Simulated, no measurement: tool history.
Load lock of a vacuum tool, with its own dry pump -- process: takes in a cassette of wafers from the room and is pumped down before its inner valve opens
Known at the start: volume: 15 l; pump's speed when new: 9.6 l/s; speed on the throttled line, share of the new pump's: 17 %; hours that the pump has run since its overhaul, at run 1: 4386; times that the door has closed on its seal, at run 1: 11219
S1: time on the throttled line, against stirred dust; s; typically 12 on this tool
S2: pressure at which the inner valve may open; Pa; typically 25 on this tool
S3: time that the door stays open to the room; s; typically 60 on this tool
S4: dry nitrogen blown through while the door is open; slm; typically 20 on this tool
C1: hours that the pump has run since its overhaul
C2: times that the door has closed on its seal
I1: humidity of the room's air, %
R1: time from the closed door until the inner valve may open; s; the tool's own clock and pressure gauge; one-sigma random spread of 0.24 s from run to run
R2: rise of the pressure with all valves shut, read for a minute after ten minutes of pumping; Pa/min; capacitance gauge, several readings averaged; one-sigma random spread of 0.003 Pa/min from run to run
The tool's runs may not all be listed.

run,day,S1,S2,S3,S4,C1,C2,I1,R1,R2
1,0,12,25,60,20,4386,11219,42.4,23.2,0.029
2,6.829,12,25,60,20,4550,11520,47.9,23,0.029
3,14.638,12,25,60,20,4737,11864,47.8,22.7,0.031
4,19.704,12,41,60,20,4859,12087,45.7,22.6,0.031
5,25.5,12,25,60,20,4998,12342,45.3,23.1,0.028
6,32.567,12,25,60,20,5168,12654,43.8,23.2,0.033
7,38.183,6,25,60,20,5302,12901,47.5,18,0.029
8,44.642,6,25,60,20,5457,13185,43.9,18.1,0.031
9,49.467,6,25,60,20,5573,13398,46.9,17.9,0.035
10,54.008,22,25,60,20,5682,13598,46.8,31.4,0.033
11,64.462,22,25,60,20,5933,14058,46.5,31.4,0.033
12,74.775,12,25,60,20,6180,14512,47.1,22.6,0.027
13,79.579,12,40,60,20,6296,14724,44.5,22.2,0.03
14,85.829,12,40,60,20,6446,14999,47.3,22.5,0.032
15,91.367,12,40,60,20,6579,15243,45.9,22.3,0.03
16,100.729,12,40,60,20,6803,15655,46.7,22.4,0.034

What does the tool deliver on the next run?
17,106.3,12,50,72,20,6937,15900,47.7,?,?

{"run 17": {"R1": 21.9, "R2": 0.029}}
Were there no unlogged condition in the tool, this run, its random variation unchanged, would have produced R1 21.9 s, R2 0.029 Pa/min.
